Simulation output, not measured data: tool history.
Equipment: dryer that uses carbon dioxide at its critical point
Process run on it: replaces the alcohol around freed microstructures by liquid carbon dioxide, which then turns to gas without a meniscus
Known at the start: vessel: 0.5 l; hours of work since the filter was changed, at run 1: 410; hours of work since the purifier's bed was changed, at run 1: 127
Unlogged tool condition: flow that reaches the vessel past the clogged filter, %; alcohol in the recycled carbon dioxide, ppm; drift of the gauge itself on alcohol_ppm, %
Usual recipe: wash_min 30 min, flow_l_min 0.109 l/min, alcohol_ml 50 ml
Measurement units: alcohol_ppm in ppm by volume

run	hour	wash_min	flow_l_min	alcohol_ml	hours of work since the filter was changed	hours of work since the purifier's bed was changed	alcohol_ppm
1	0.0	30	0.109	50	410	127	582
2	11.2	30	0.109	50	417	134	608
3	21.1	30	0.109	50	422	140	594
4	27.7	30	0.109	50	426	144	602
# hour 29.8: inlet filter changed
5	35.7	30	0.109	50	4	148	270
6	46.5	30	0.109	50	10	154	270
7	56.9	30	0.109	50	16	161	274
8	63.4	30	0.109	50	20	165	289
9	69.8	37	0.068	50	24	168	1056
10	80.7	39	0.096	94	31	175	243
11	90.9	39	0.096	94	37	181	259
12	102.1	19	0.153	32	43	188	330
13	112.0	30	0.104	35	49	194	287
14	122.2	30	0.104	35	55	200	287

5 options for the next run, each taken on its own from the tool as it stands now. Forecast them:
A	129.7	30	0.170	31	60	204	?
B	129.7	45	0.121	43	60	204	?
C	129.7	19	0.104	43	60	204	?
D	129.7	19	0.109	81	60	204	?
E	129.7	35	0.079	54	60	204	?

run	alcohol_ppm
A	76
B	68
C	2329
D	3623
E	787
What these runs would have given with no unlogged condition in the tool:
run	alcohol_ppm
A	9
B	2
C	2072
D	3243
E	639
